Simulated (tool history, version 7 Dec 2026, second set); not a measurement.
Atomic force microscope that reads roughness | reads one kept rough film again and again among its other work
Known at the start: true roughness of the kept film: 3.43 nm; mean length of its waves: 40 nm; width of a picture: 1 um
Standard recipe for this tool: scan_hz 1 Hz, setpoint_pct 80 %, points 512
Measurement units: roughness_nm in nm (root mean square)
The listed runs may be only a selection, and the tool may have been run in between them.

run    hour  scan_hz  setpoint_pct  points  roughness_nm
  1       0        1            80     512         3.071
       26.7  -- new tip fitted
  2    58.1        1            80     512         2.793
       69.6  -- new tip fitted
  3     103        1            80     567         2.781
      107.9  -- new tip fitted
      145.8  -- new tip fitted
  4   145.8        1            80     567         3.201
      186.4  -- new tip fitted
  5   195.7        1            80    1020         3.073
      227.3  -- new tip fitted
  6   237.2        1            80    1020         3.107
      266.6  -- new tip fitted
  7   296.5        1            80     512         2.877
      308.1  -- new tip fitted
      346.2  -- new tip fitted
  8   366.7        1            80     512         2.964
      383.5  -- new tip fitted
      421.8  -- new tip fitted
  9   432.9        1            80     512         3.085
      459.6  -- new tip fitted
 10   478.2     0.54            80     512         3.057
      503.2  -- new tip fitted
 11   527.8     0.54            80     512         2.944
      540.8  -- new tip fitted
      578.2  -- new tip fitted
 12   590.3        1            61     512         3.119
      620.2  -- new tip fitted
 13   642.6        1            80     613         2.957
      658.8  -- new tip fitted
 14     684        1            80     512         2.927
      696.4  -- new tip fitted
      737.8  -- new tip fitted
 15   746.7        1            80     512         3.108
      777.6  -- new tip fitted
 16   804.2        1            80     512          2.86
      817.6  -- new tip fitted
 17   848.6        1            77     512         2.859
      855.6  -- new tip fitted
 18   887.6        1            77     512         2.838
      895.2  -- new tip fitted
      937.1  -- new tip fitted
 19   963.9        1            77     512          2.88
        976  -- new tip fitted
     1015.8  -- new tip fitted
 20    1028        1            77     512         3.061
     1059.7  -- new tip fitted
 21  1088.6     2.45            72     904         2.842
     1098.1  -- new tip fitted
 22  1128.7     0.66            69     355         2.893
     1138.5  -- new tip fitted
       1181  -- new tip fitted
 23  1205.6        1            57     383         2.976
     1222.5  -- new tip fitted
 24  1254.3     1.38            76     689         2.843
     1261.4  -- new tip fitted
     1300.8  -- new tip fitted
 25  1324.9     1.38            76     689         2.904
     1342.5  -- new tip fitted
 26  1362.4     1.38            55     750         3.054
     1369.7  -- height scale calibrated on a step standard
     1383.8  -- new tip fitted
     1421.1  -- new tip fitted
 27  1435.7     1.38            55     750         3.042
     1461.5  -- new tip fitted
 28  1482.7     1.02            57     464         3.014
     1499.6  -- new tip fitted
     1536.5  -- new tip fitted
 29  1557.9     3.41            62     420         2.884
     1576.8  -- new tip fitted
     1617.2  -- new tip fitted
 30  1617.7     0.55            75     749         3.235
       1654  -- new tip fitted
 31  1689.3     2.99            75     752         2.677
     1694.1  -- new tip fitted
     1731.9  -- new tip fitted
 32  1762.5      0.5            71     857         2.875
     1772.6  -- new tip fitted
     1811.6  -- new tip fitted
 33  1811.6     0.57            59     862         3.273
     1849.3  -- new tip fitted
 34  1849.4        1            60     512         3.266
     1889.1  -- new tip fitted
 35  1911.3     1.17            80     966          2.94
     1931.6  -- new tip fitted
 36  1943.7        1            73     512         3.038
     1972.9  -- new tip fitted
 37  1992.9        1            80     320         2.902

Each row is a separate what-if for the run after 37, all from the same tool condition, not one after another. Results?
     2012.4  -- new tip fitted
     2050.5  -- new tip fitted
  A  2056        1            82     944             ?
     2012.4  -- new tip fitted
     2050.5  -- new tip fitted
  B  2056     0.77            80     320             ?
     2012.4  -- new tip fitted
     2050.5  -- new tip fitted
  C  2056        1            63     741             ?

run  roughness_nm
  A         3.139
  B         3.119
  C         3.202
Stripped of hidden state, with their random variation kept, the same runs would have yielded:
run  roughness_nm
  A           3.2
  B          3.18
  C         3.265
